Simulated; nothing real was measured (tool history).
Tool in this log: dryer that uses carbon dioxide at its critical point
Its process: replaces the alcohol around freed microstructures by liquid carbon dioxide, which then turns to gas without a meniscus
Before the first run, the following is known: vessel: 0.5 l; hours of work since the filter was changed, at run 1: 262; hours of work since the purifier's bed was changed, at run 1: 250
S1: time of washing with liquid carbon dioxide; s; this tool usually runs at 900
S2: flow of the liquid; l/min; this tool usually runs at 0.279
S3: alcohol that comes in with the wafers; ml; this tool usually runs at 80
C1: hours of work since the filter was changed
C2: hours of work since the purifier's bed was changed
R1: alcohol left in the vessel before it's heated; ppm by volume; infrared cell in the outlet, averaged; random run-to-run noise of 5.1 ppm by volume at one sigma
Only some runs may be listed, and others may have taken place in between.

run 1 day=0.000 | S1=900 S2=0.279 S3=80 | C1=262 C2=250 | R1=270
run 2 day=0.788 | S1=900 S2=0.279 S3=80 | C1=270 C2=258 | R1=275
run 3 day=1.304 | S1=900 S2=0.279 S3=80 | C1=275 C2=264 | R1=286
run 4 day=1.792 | S1=900 S2=0.279 S3=26 | C1=281 C2=269 | R1=208
run 5 day=2.646 | S1=1200 S2=0.279 S3=80 | C1=290 C2=278 | R1=170
run 6 day=3.429 | S1=900 S2=0.279 S3=21 | C1=298 C2=287 | R1=207
run 7 day=4.292 | S1=900 S2=0.279 S3=80 | C1=307 C2=296 | R1=332
run 8 day=5.108 | S1=900 S2=0.190 S3=80 | C1=316 C2=304 | R1=1747
run 9 day=5.833 | S1=900 S2=0.279 S3=80 | C1=324 C2=312 | R1=338
run 10 day=6.538 | S1=900 S2=0.279 S3=80 | C1=331 C2=320 | R1=326
run 11 day=7.158 | S1=900 S2=0.279 S3=80 | C1=338 C2=326 | R1=355
run 12 day=7.675 | S1=900 S2=0.279 S3=80 | C1=343 C2=332 | R1=341
run 13 day=8.254 | S1=900 S2=0.279 S3=80 | C1=350 C2=338 | R1=358
run 14 day=9.042 | S1=900 S2=0.279 S3=80 | C1=358 C2=346 | R1=362
run 15 day=9.588 | S1=900 S2=0.279 S3=80 | C1=364 C2=352 | R1=378
run 16 day=10.383 | S1=900 S2=0.279 S3=80 | C1=372 C2=361 | R1=383
run 17 day=10.917 | S1=900 S2=0.279 S3=80 | C1=378 C2=366 | R1=369
run 18 day=11.579 | S1=660 S2=0.279 S3=80 | C1=385 C2=373 | R1=1304
run 19 day=11.996 | S1=660 S2=0.279 S3=80 | C1=390 C2=378 | R1=1347
run 20 day=12.392 | S1=660 S2=0.279 S3=80 | C1=394 C2=382 | R1=1314
run 21 day=13.208 | S1=900 S2=0.376 S3=80 | C1=402 C2=391 | R1=233
run 22 day=13.962 | S1=900 S2=0.376 S3=80 | C1=410 C2=399 | R1=239
run 23 day=14.542 | S1=900 S2=0.279 S3=80 | C1=417 C2=405 | R1=421
run 24 day=15.238 | S1=540 S2=0.279 S3=24 | C1=424 C2=413 | R1=1095
run 25 day=15.750 | S1=1080 S2=0.312 S3=80 | C1=430 C2=418 | R1=259
run 26 day=16.475 | S1=660 S2=0.194 S3=80 | C1=437 C2=426 | R1=5693
run 27 day=17.162 | S1=660 S2=0.194 S3=80 | C1=445 C2=433 | R1=5928
run 28 day=17.929 | S1=960 S2=0.232 S3=80 | C1=453 C2=441 | R1=695
run 29 day=18.817 | S1=600 S2=0.353 S3=23 | C1=462 C2=451 | R1=405
run 30 day=19.712 | S1=600 S2=0.353 S3=23 | C1=472 C2=460 | R1=412
run 31 day=20.100 | S1=900 S2=0.319 S3=25 | C1=476 C2=464 | R1=284
run 32 day=20.462 | S1=900 S2=0.319 S3=25 | C1=480 C2=468 | R1=287
run 33 day=21.321 | S1=900 S2=0.279 S3=32 | C1=489 C2=477 | R1=367
run 34 day=22.179 | S1=1020 S2=0.215 S3=45 | C1=498 C2=487 | R1=592
run 35 day=22.921 | S1=1020 S2=0.215 S3=45 | C1=506 C2=494 | R1=593
run 36 day=23.375 | S1=840 S2=0.408 S3=45 | C1=511 C2=499 | R1=291
run 37 day=23.912 | S1=720 S2=0.245 S3=80 | C1=517 C2=505 | R1=1948
run 38 day=24.621 | S1=660 S2=0.407 S3=34 | C1=524 C2=513 | R1=345
run 39 day=25.058 | S1=660 S2=0.407 S3=34 | C1=529 C2=517 | R1=337
run 40 day=25.879 | S1=660 S2=0.279 S3=80 | C1=538 C2=526 | R1=1700
-- day=26.029 inlet filter changed
run 41 day=26.475 | S1=960 S2=0.447 S3=79 | C1=5 C2=532 | R1=288
run 42 day=27.000 | S1=960 S2=0.447 S3=79 | C1=10 C2=538 | R1=300
run 43 day=27.804 | S1=960 S2=0.447 S3=79 | C1=19 C2=546 | R1=312
run 44 day=28.167 | S1=780 S2=0.328 S3=30 | C1=23 C2=550 | R1=339
-- day=28.654 purifier's bed changed
run 45 day=28.775 | S1=780 S2=0.328 S3=30 | C1=28 C2=1 | R1=29
run 46 day=29.483 | S1=780 S2=0.328 S3=30 | C1=36 C2=9 | R1=44

Alternative continuations, all from the tool just after run 46; predict every row:
run A day=30.129 | S1=780 S2=0.328 S3=27 | C1=42 C2=16 | R1=?
run B day=30.129 | S1=900 S2=0.294 S3=25 | C1=42 C2=16 | R1=?
run C day=30.129 | S1=600 S2=0.266 S3=54 | C1=42 C2=16 | R1=?
run D day=30.129 | S1=1020 S2=0.307 S3=25 | C1=42 C2=16 | R1=?
run E day=30.129 | S1=780 S2=0.328 S3=38 | C1=42 C2=16 | R1=?

run=A R1=42
run=B R1=30
run=C R1=930
run=D R1=16
run=E R1=49
With the hidden condition removed and each run's random variation left untouched, the same runs would have given:
run=A R1=29
run=B R1=18
run=C R1=846
run=D R1=6
run=E R1=35

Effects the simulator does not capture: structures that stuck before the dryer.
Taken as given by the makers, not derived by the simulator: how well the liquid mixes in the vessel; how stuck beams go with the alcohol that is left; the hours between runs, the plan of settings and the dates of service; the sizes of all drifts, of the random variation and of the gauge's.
